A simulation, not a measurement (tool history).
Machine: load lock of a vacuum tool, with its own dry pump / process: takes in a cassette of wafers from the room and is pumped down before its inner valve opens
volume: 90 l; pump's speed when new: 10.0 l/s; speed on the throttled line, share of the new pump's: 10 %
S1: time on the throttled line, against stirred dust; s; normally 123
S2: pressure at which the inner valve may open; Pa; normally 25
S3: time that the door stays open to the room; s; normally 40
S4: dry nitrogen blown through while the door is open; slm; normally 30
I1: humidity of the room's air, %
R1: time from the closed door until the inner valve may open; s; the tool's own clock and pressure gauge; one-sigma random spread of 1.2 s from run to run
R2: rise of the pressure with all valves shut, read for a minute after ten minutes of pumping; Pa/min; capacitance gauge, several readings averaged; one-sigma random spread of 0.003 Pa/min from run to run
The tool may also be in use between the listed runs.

run      day   S1  S2   S3  S4    I1     R1     R2
  1        0  123  25   40  30  41.2  190.5  0.087
  2    3.208  123  25   40  30  46.5  189.7  0.085
  3    6.438  123  25  109  30  47.1  189.7  0.101
  4   10.204  179  25  109  30  45.4  238.6  0.106
  5   13.233  123  25   40  30  43.5  190.2  0.091
  6    17.75  123  25   40  30  46.4  190.3  0.096
  7   21.329  123  25   40  30  47.5  190.8  0.096
  8   24.125  123  25   40  30  46.1  188.6  0.097
  9   29.154  123  36   40  30    45  186.7  0.097
 10    33.45  123  36   40  30  45.8  185.3  0.095
 11   38.221  123  25  153  30  40.7    191  0.109
 12   42.679  123  25  153  30  44.4  189.2  0.112
 13   46.825  123  25  153  30  44.2    193  0.116
 14   49.271  123  25   69  30  43.7  192.8   0.11
 15   53.125  123  25   69  30  44.9  191.7  0.108
 16   55.808  123  25   40  30  44.7  190.4  0.106
 17   59.121  123  25   40   6  42.7  189.4  0.115
 18   61.479   64  25   40  30  43.3  139.5  0.114
 19   63.742  123  25   40  30  48.2  192.9  0.109
 20   66.804  191  25   29  30  41.9  250.2  0.115
 21   69.558  191  25   29  30  43.9  250.4  0.112
 22   74.271  191  25   29  30  43.9  252.8  0.113
 23   78.067  191  25   29  30  45.1  252.4  0.116
 24   82.183  127  41   27  15  46.8    189  0.116
 25   86.979  127  41   27  15    45  189.6  0.125
 26   89.538  123  34   26  30    45  187.3   0.12
 27   94.308  123  34   26  30  45.7  188.1   0.12
 28    97.05  123  48   40  24  41.1  184.2  0.129
 29  101.758  123  48   40  17    46    185  0.132
 30    105.3  123  48   56  17  44.2    187  0.132
 31  108.142  123  34   40  19  47.5  188.2  0.138
 32  110.471  123  23  173  30  46.6  195.7   0.15
 33   113.65  209  21  101   6    48  271.1  0.158
 34  117.917  209  21  101   8  42.2  270.9  0.154
 35  121.396  209  21  176   8  44.6  270.4  0.171
 36  126.588  209  21  176   8  48.2  270.1  0.181
 37  130.621  208  25  227  30  45.1  269.8  0.159

Each row is a separate what-if for the run after 37, all from the same tool condition, not one after another. Results?
  A  135.2  208  33  227   8    43   ?   ?
  B  135.2  188  25   40   8  44.5   ?   ?
  C  135.2  164  25   74  17  47.5   ?   ?

run     R1     R2
  A  267.2  0.183
  B  253.3  0.148
  C  229.2  0.151
Stripped of hidden state, with their random variation kept, the same runs would have yielded:
run     R1     R2
  A  261.1  0.054
  B  246.6  0.017
  C  222.4  0.018
